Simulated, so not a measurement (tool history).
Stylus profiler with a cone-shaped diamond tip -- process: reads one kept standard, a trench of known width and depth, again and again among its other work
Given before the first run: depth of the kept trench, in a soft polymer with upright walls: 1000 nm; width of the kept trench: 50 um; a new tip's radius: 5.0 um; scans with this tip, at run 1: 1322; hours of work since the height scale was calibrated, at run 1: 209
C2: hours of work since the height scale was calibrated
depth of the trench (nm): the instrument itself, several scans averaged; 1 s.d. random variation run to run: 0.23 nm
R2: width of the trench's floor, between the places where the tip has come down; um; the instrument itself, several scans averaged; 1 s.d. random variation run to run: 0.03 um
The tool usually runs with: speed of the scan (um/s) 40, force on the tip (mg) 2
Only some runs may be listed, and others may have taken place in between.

run 1 hour=0 | speed_of_the_scan_(um/s)=40 force_on_the_tip_(mg)=2 | scans_with_this_tip=1322 C2=209 | depth_of_the_trench_(nm)=1013.62 R2=43.67
run 2 hour=15.2 | speed_of_the_scan_(um/s)=40 force_on_the_tip_(mg)=2 | scans_with_this_tip=1362 C2=215 | depth_of_the_trench_(nm)=1014.39 R2=43.61
run 3 hour=25.6 | speed_of_the_scan_(um/s)=40 force_on_the_tip_(mg)=1.29 | scans_with_this_tip=1389 C2=219 | depth_of_the_trench_(nm)=1010.68 R2=43.61
run 4 hour=42.2 | speed_of_the_scan_(um/s)=40 force_on_the_tip_(mg)=2 | scans_with_this_tip=1432 C2=226 | depth_of_the_trench_(nm)=1014.59 R2=43.65
run 5 hour=53 | speed_of_the_scan_(um/s)=40 force_on_the_tip_(mg)=2 | scans_with_this_tip=1460 C2=231 | depth_of_the_trench_(nm)=1014.12 R2=43.63
run 6 hour=69.8 | speed_of_the_scan_(um/s)=40 force_on_the_tip_(mg)=2 | scans_with_this_tip=1503 C2=237 | depth_of_the_trench_(nm)=1014.61 R2=43.66
run 7 hour=85.9 | speed_of_the_scan_(um/s)=10 force_on_the_tip_(mg)=2 | scans_with_this_tip=1545 C2=244 | depth_of_the_trench_(nm)=1014.07 R2=43.68
run 8 hour=105.7 | speed_of_the_scan_(um/s)=10 force_on_the_tip_(mg)=2 | scans_with_this_tip=1597 C2=252 | depth_of_the_trench_(nm)=1014.35 R2=43.66
run 9 hour=121.2 | speed_of_the_scan_(um/s)=10 force_on_the_tip_(mg)=3.55 | scans_with_this_tip=1637 C2=259 | depth_of_the_trench_(nm)=1020.82 R2=43.71
run 10 hour=136.1 | speed_of_the_scan_(um/s)=40 force_on_the_tip_(mg)=2 | scans_with_this_tip=1676 C2=265 | depth_of_the_trench_(nm)=1014.71 R2=43.56
run 11 hour=147.8 | speed_of_the_scan_(um/s)=40 force_on_the_tip_(mg)=3.99 | scans_with_this_tip=1706 C2=269 | depth_of_the_trench_(nm)=1022.05 R2=43.61
run 12 hour=167.4 | speed_of_the_scan_(um/s)=43 force_on_the_tip_(mg)=2 | scans_with_this_tip=1757 C2=278 | depth_of_the_trench_(nm)=1014.37 R2=43.52
run 13 hour=187.6 | speed_of_the_scan_(um/s)=43 force_on_the_tip_(mg)=2 | scans_with_this_tip=1810 C2=286 | depth_of_the_trench_(nm)=1014.4 R2=43.55
run 14 hour=198.2 | speed_of_the_scan_(um/s)=43 force_on_the_tip_(mg)=2 | scans_with_this_tip=1837 C2=290 | depth_of_the_trench_(nm)=1014.26 R2=43.51
run 15 hour=209.2 | speed_of_the_scan_(um/s)=43 force_on_the_tip_(mg)=2 | scans_with_this_tip=1866 C2=295 | depth_of_the_trench_(nm)=1014.34 R2=43.51
run 16 hour=220.6 | speed_of_the_scan_(um/s)=43 force_on_the_tip_(mg)=2 | scans_with_this_tip=1895 C2=299 | depth_of_the_trench_(nm)=1014.44 R2=43.51
run 17 hour=234.5 | speed_of_the_scan_(um/s)=40 force_on_the_tip_(mg)=2 | scans_with_this_tip=1931 C2=305 | depth_of_the_trench_(nm)=1014.58 R2=43.48
run 18 hour=245.1 | speed_of_the_scan_(um/s)=37 force_on_the_tip_(mg)=2 | scans_with_this_tip=1959 C2=309 | depth_of_the_trench_(nm)=1014.54 R2=43.47
run 19 hour=255.5 | speed_of_the_scan_(um/s)=37 force_on_the_tip_(mg)=2 | scans_with_this_tip=1986 C2=314 | depth_of_the_trench_(nm)=1014.31 R2=43.54
run 20 hour=270.7 | speed_of_the_scan_(um/s)=17 force_on_the_tip_(mg)=2 | scans_with_this_tip=2026 C2=320 | depth_of_the_trench_(nm)=1014.55 R2=43.5
run 21 hour=283.8 | speed_of_the_scan_(um/s)=17 force_on_the_tip_(mg)=1.3 | scans_with_this_tip=2059 C2=325 | depth_of_the_trench_(nm)=1011.2 R2=43.6
run 22 hour=294.8 | speed_of_the_scan_(um/s)=39 force_on_the_tip_(mg)=2 | scans_with_this_tip=2088 C2=330 | depth_of_the_trench_(nm)=1014.38 R2=43.46
run 23 hour=313 | speed_of_the_scan_(um/s)=39 force_on_the_tip_(mg)=2 | scans_with_this_tip=2135 C2=337 | depth_of_the_trench_(nm)=1014.62 R2=43.48
run 24 hour=321.8 | speed_of_the_scan_(um/s)=39 force_on_the_tip_(mg)=2 | scans_with_this_tip=2158 C2=341 | depth_of_the_trench_(nm)=1014.32 R2=43.49
run 25 hour=331.8 | speed_of_the_scan_(um/s)=39 force_on_the_tip_(mg)=2 | scans_with_this_tip=2184 C2=345 | depth_of_the_trench_(nm)=1014.76 R2=43.53
run 26 hour=346 | speed_of_the_scan_(um/s)=39 force_on_the_tip_(mg)=2 | scans_with_this_tip=2221 C2=351 | depth_of_the_trench_(nm)=1014.97 R2=43.43
run 27 hour=362.5 | speed_of_the_scan_(um/s)=49 force_on_the_tip_(mg)=1.03 | scans_with_this_tip=2264 C2=358 | depth_of_the_trench_(nm)=1010.07 R2=43.35
run 28 hour=383.2 | speed_of_the_scan_(um/s)=49 force_on_the_tip_(mg)=0.89 | scans_with_this_tip=2318 C2=366 | depth_of_the_trench_(nm)=1009.54 R2=43.3
run 29 hour=398.7 | speed_of_the_scan_(um/s)=16 force_on_the_tip_(mg)=1.62 | scans_with_this_tip=2358 C2=372 | depth_of_the_trench_(nm)=1013.15 R2=43.44
run 30 hour=409.2 | speed_of_the_scan_(um/s)=16 force_on_the_tip_(mg)=1.62 | scans_with_this_tip=2385 C2=377 | depth_of_the_trench_(nm)=1013.02 R2=43.46
run 31 hour=425.3 | speed_of_the_scan_(um/s)=16 force_on_the_tip_(mg)=1.62 | scans_with_this_tip=2427 C2=383 | depth_of_the_trench_(nm)=1013.37 R2=43.46
run 32 hour=445.7 | speed_of_the_scan_(um/s)=16 force_on_the_tip_(mg)=1.62 | scans_with_this_tip=2480 C2=392 | depth_of_the_trench_(nm)=1013.07 R2=43.4
run 33 hour=454.6 | speed_of_the_scan_(um/s)=16 force_on_the_tip_(mg)=1.62 | scans_with_this_tip=2503 C2=395 | depth_of_the_trench_(nm)=1013.22 R2=43.4
run 34 hour=474.4 | speed_of_the_scan_(um/s)=43 force_on_the_tip_(mg)=0.9 | scans_with_this_tip=2555 C2=404 | depth_of_the_trench_(nm)=1009.47 R2=43.29
run 35 hour=485.5 | speed_of_the_scan_(um/s)=50 force_on_the_tip_(mg)=1.28 | scans_with_this_tip=2583 C2=408 | depth_of_the_trench_(nm)=1012 R2=43.31
run 36 hour=494.8 | speed_of_the_scan_(um/s)=35 force_on_the_tip_(mg)=3.01 | scans_with_this_tip=2608 C2=412 | depth_of_the_trench_(nm)=1018.92 R2=43.38
run 37 hour=514.8 | speed_of_the_scan_(um/s)=40 force_on_the_tip_(mg)=1.54 | scans_with_this_tip=2660 C2=420 | depth_of_the_trench_(nm)=1013.18 R2=43.38
run 38 hour=527.6 | speed_of_the_scan_(um/s)=28 force_on_the_tip_(mg)=1.81 | scans_with_this_tip=2693 C2=425 | depth_of_the_trench_(nm)=1014.29 R2=43.32
run 39 hour=544 | speed_of_the_scan_(um/s)=28 force_on_the_tip_(mg)=1.81 | scans_with_this_tip=2736 C2=432 | depth_of_the_trench_(nm)=1014.11 R2=43.33
run 40 hour=556.2 | speed_of_the_scan_(um/s)=79 force_on_the_tip_(mg)=3.07 | scans_with_this_tip=2767 C2=437 | depth_of_the_trench_(nm)=1019.72 R2=43.27
run 41 hour=566.2 | speed_of_the_scan_(um/s)=79 force_on_the_tip_(mg)=3.07 | scans_with_this_tip=2793 C2=441 | depth_of_the_trench_(nm)=1019.55 R2=43.25
run 42 hour=585.5 | speed_of_the_scan_(um/s)=10 force_on_the_tip_(mg)=4.31 | scans_with_this_tip=2843 C2=449 | depth_of_the_trench_(nm)=1023.87 R2=43.41
run 43 hour=603.9 | speed_of_the_scan_(um/s)=10 force_on_the_tip_(mg)=4.31 | scans_with_this_tip=2891 C2=457 | depth_of_the_trench_(nm)=1024.1 R2=43.39
run 44 hour=619.9 | speed_of_the_scan_(um/s)=10 force_on_the_tip_(mg)=4.31 | scans_with_this_tip=2933 C2=463 | depth_of_the_trench_(nm)=1024.03 R2=43.29
run 45 hour=637.8 | speed_of_the_scan_(um/s)=58 force_on_the_tip_(mg)=2.25 | scans_with_this_tip=2979 C2=471 | depth_of_the_trench_(nm)=1016.18 R2=43.14
run 46 hour=658.2 | speed_of_the_scan_(um/s)=104 force_on_the_tip_(mg)=2.45 | scans_with_this_tip=3032 C2=479 | depth_of_the_trench_(nm)=1017.36 R2=43.14
run 47 hour=666.9 | speed_of_the_scan_(um/s)=18 force_on_the_tip_(mg)=2.45 | scans_with_this_tip=3055 C2=483 | depth_of_the_trench_(nm)=1017.25 R2=43.21

4 options for the next run, each taken on its own from the tool as it stands now. Forecast them:
run A hour=682.2 | speed_of_the_scan_(um/s)=18 force_on_the_tip_(mg)=0.88 | scans_with_this_tip=3095 C2=489 | depth_of_the_trench_(nm)=? R2=?
run B hour=682.2 | speed_of_the_scan_(um/s)=18 force_on_the_tip_(mg)=0.81 | scans_with_this_tip=3095 C2=489 | depth_of_the_trench_(nm)=? R2=?
run C hour=682.2 | speed_of_the_scan_(um/s)=18 force_on_the_tip_(mg)=3.29 | scans_with_this_tip=3095 C2=489 | depth_of_the_trench_(nm)=? R2=?
run D hour=682.2 | speed_of_the_scan_(um/s)=40 force_on_the_tip_(mg)=2.56 | scans_with_this_tip=3095 C2=489 | depth_of_the_trench_(nm)=? R2=?

run=A depth_of_the_trench_(nm)=1009.66 R2=43.23
run=B depth_of_the_trench_(nm)=1009.43 R2=43.25
run=C depth_of_the_trench_(nm)=1020.19 R2=43.26
run=D depth_of_the_trench_(nm)=1017.67 R2=43.23
Without the tool's hidden state the same runs would have given:
run=A depth_of_the_trench_(nm)=1007.73 R2=43.93
run=B depth_of_the_trench_(nm)=1007.5 R2=43.95
run=C depth_of_the_trench_(nm)=1018.24 R2=43.95
run=D depth_of_the_trench_(nm)=1015.73 R2=43.92

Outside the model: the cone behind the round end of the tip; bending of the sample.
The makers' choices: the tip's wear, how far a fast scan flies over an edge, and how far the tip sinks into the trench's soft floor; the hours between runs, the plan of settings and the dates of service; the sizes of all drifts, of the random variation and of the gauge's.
